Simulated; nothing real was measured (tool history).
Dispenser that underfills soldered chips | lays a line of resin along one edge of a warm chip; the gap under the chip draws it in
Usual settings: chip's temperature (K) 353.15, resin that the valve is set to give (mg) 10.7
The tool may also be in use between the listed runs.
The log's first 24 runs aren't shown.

run   hour  chip's temperature (K)  resin that the valve is set to give (mg)  hours of work since the syringe was changed  hours of work since the valve was cleaned  hours of work since the stage was calibrated  time until the resin shows at the far edge (s)  resin that the valve gave (mg)
 25   84.9                  359.15                                       9.9                                            7                                         34                                           188                                            20.3                            9.67
      87.6  -- new syringe of resin
 26   90.2                  366.15                                      12.3                                            2                                         38                                           192                                            10.9                           11.90
 27   93.6                  358.15                                      10.4                                            5                                         41                                           194                                            19.0                           10.11
 28   95.8                  359.15                                      11.6                                            6                                         43                                           196                                            19.6                           11.27
      98.6  -- new syringe of resin
 29   99.4                  353.15                                      10.4                                            1                                         45                                           199                                            18.3                           10.01
 30  103.7                  339.15                                      10.0                                            4                                         49                                           202                                            44.1                            9.71
 31  108.2                  343.15                                      11.2                                            8                                         52                                           206                                            44.6                           10.80
     109.7  -- new syringe of resin
 32  113.1                  343.15                                      12.1                                            3                                         56                                           209                                            32.0                           11.44
 33  115.4                  355.15                                      11.0                                            5                                         58                                           211                                            20.9                           10.57
 34  117.9                  363.15                                      11.4                                            6                                         60                                           213                                            16.0                           10.90
     120.8  -- new syringe of resin
 35  121.6                  355.15                                      11.2                                            1                                         62                                           216                                            16.4                           10.63
 36  124.6                  344.15                                       9.7                                            3                                         65                                           218                                            33.7                            9.14
 37  129.3                  344.15                                       9.7                                            7                                         69                                           222                                            41.4                            9.15

3 ways to go on from here, each from the tool as it stands after run 37. What would each give?
     131.9  -- new syringe of resin
  A  132.6                  344.15                                      11.4                                            1                                         71                                           224                                               ?                               ?
     131.9  -- new syringe of resin
  B  132.6                  351.15                                      10.7                                            1                                         71                                           224                                               ?                               ?
     131.9  -- new syringe of resin
  C  132.6                  348.15                                      13.6                                            1                                         71                                           224                                               ?                               ?

run  time until the resin shows at the far edge (s)  resin that the valve gave (mg)
  A                                            27.7                           10.79
  B                                            19.5                            9.99
  C                                            22.1                           12.84
Without the tool's hidden state the same runs would have given:
run  time until the resin shows at the far edge (s)  resin that the valve gave (mg)
  A                                            27.9                           11.41
  B                                            19.5                           10.57
  C                                            22.4                           13.58
